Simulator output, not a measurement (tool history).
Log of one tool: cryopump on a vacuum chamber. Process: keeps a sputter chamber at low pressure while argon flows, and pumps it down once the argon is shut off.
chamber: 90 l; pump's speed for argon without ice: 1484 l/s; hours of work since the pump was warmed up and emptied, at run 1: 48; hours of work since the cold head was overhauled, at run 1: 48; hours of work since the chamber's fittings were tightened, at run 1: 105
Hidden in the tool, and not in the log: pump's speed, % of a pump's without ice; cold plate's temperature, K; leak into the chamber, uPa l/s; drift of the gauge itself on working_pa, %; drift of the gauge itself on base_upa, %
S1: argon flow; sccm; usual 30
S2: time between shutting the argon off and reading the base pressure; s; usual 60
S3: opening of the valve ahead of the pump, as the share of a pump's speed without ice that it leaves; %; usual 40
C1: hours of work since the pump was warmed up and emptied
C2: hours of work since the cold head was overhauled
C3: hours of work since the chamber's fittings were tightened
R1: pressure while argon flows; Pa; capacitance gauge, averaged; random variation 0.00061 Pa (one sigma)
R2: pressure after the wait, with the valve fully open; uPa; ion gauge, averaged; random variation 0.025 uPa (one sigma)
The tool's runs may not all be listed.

| run | hour | S1 | S2 | S3 | C1 | C2 | C3 | R1 | R2 |
|---|---|---|---|---|---|---|---|---|---|
| 1 | 0 | 30 | 60 | 40 | 48 | 48 | 105 | 0.0858 | 1.2 |
| 2 | 21.7 | 30 | 60 | 40 | 58 | 58 | 114 | 0.0869 | 1.12 |
| 3 | 34.1 | 30 | 60 | 40 | 63 | 63 | 120 | 0.0868 | 1.16 |
| 4 | 48.1 | 30 | 60 | 40 | 70 | 70 | 126 | 0.0854 | 1.18 |
| 5 | 63.8 | 19 | 60 | 40 | 77 | 77 | 133 | 0.0546 | 1.19 |
| 6 | 77.7 | 30 | 60 | 40 | 83 | 83 | 140 | 0.0864 | 1.24 |
| 7 | 96.4 | 30 | 60 | 40 | 91 | 91 | 148 | 0.0862 | 1.21 |
| 8 | 113.6 | 30 | 60 | 40 | 99 | 99 | 156 | 0.0866 | 1.21 |
| 9 | 134.7 | 25 | 71 | 21 | 108 | 108 | 165 | 0.1381 | 1.1 |
| 10 | 151.7 | 21 | 60 | 40 | 116 | 116 | 173 | 0.0617 | 1.29 |
| 11 | 175.1 | 21 | 60 | 40 | 127 | 127 | 183 | 0.0613 | 1.28 |
| 12 | 189.1 | 21 | 60 | 40 | 133 | 133 | 189 | 0.0616 | 1.31 |
| 13 | 205 | 19 | 60 | 40 | 140 | 140 | 197 | 0.0552 | 1.29 |
| 14 | 221 | 19 | 60 | 40 | 147 | 147 | 204 | 0.0559 | 1.37 |
| 15 | 230.7 | 45 | 60 | 27 | 151 | 151 | 208 | 0.1933 | 1.31 |
| 16 | 245.3 | 45 | 60 | 27 | 158 | 158 | 215 | 0.1928 | 1.38 |

3 ways to go on from here, each from the tool as it stands after run 16. What would each give?
| A | 255.4 | 16 | 118 | 39 | 163 | 163 | 219 | ? | ? |
| B | 255.4 | 40 | 187 | 36 | 163 | 163 | 219 | ? | ? |
| C | 255.4 | 30 | 241 | 40 | 163 | 163 | 219 | ? | ? |

| run | R1 | R2 |
|---|---|---|
| A | 0.0486 | 1.02 |
| B | 0.1303 | 0.78 |
| C | 0.0883 | 0.77 |
Without the tool's hidden state the same runs would have given:
| run | R1 | R2 |
|---|---|---|
| A | 0.0473 | 0.67 |
| B | 0.1271 | 0.45 |
| C | 0.0858 | 0.43 |
